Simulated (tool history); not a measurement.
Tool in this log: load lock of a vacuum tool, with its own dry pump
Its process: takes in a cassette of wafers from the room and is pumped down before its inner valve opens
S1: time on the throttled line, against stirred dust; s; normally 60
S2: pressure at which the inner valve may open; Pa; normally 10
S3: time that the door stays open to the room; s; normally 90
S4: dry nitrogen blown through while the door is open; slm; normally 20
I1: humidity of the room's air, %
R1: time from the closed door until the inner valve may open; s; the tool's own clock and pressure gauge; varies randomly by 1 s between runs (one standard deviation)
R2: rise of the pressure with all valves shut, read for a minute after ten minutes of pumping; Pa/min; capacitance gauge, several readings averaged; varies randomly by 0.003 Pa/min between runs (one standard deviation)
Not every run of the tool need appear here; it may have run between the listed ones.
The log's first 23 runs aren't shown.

| run | hour | S1 | S2 | S3 | S4 | I1 | R1 | R2 |
|---|---|---|---|---|---|---|---|---|
| 24 | 7182.1 | 98 | 10 | 178 | 20 | 45.3 | 186.6 | 0.033 |
| 25 | 7621.6 | 98 | 10 | 178 | 20 | 42.5 | 185.8 | 0.034 |
| 26 | 7901.3 | 98 | 10 | 178 | 20 | 46.8 | 188.6 | 0.034 |
| 27 | 8180.6 | 98 | 12 | 43 | 20 | 44.3 | 184.3 | 0.028 |
| 28 | 8466.6 | 98 | 12 | 43 | 20 | 46.4 | 182.8 | 0.025 |
| 29 | 8885.2 | 60 | 13 | 199 | 20 | 45.5 | 156 | 0.041 |
| 30 | 9307.3 | 60 | 13 | 199 | 39 | 42.6 | 155 | 0.03 |
| 31 | 9547.4 | 60 | 13 | 199 | 39 | 45.8 | 154.1 | 0.033 |
|  | 9761.2 | door's seal changed, seat wiped |
| 32 | 9973.6 | 60 | 13 | 199 | 39 | 42.4 | 155.8 | 0.024 |
| 33 | 10183.3 | 70 | 10 | 84 | 20 | 44.8 | 163.8 | 0.026 |
| 34 | 10492.6 | 60 | 8 | 90 | 20 | 45.1 | 160.8 | 0.025 |
| 35 | 10904.6 | 60 | 8 | 90 | 20 | 41.5 | 160.8 | 0.022 |
| 36 | 11311.3 | 60 | 8 | 90 | 37 | 45.2 | 162.6 | 0.024 |
|  | 11428.5 | dry pump taken out, an overhauled one fitted |
| 37 | 11555.3 | 60 | 8 | 90 | 37 | 42.1 | 162.1 | 0.017 |

3 ways to go on from here, each from the tool as it stands after run 37. What would each give?
| A | 11861.9 | 58 | 8 | 90 | 7 | 43.9 | ? | ? |
| B | 11861.9 | 96 | 8 | 90 | 37 | 45.7 | ? | ? |
| C | 11861.9 | 31 | 18 | 90 | 37 | 42.6 | ? | ? |

| run | R1 | R2 |
|---|---|---|
| A | 158.8 | 0.033 |
| B | 188.4 | 0.025 |
| C | 129.8 | 0.02 |
The same runs, with their run-to-run variation unchanged, on a tool lacking any hidden condition would have given:
| run | R1 | R2 |
|---|---|---|
| A | 158.8 | 0.033 |
| B | 188.4 | 0.025 |
| C | 129.8 | 0.02 |
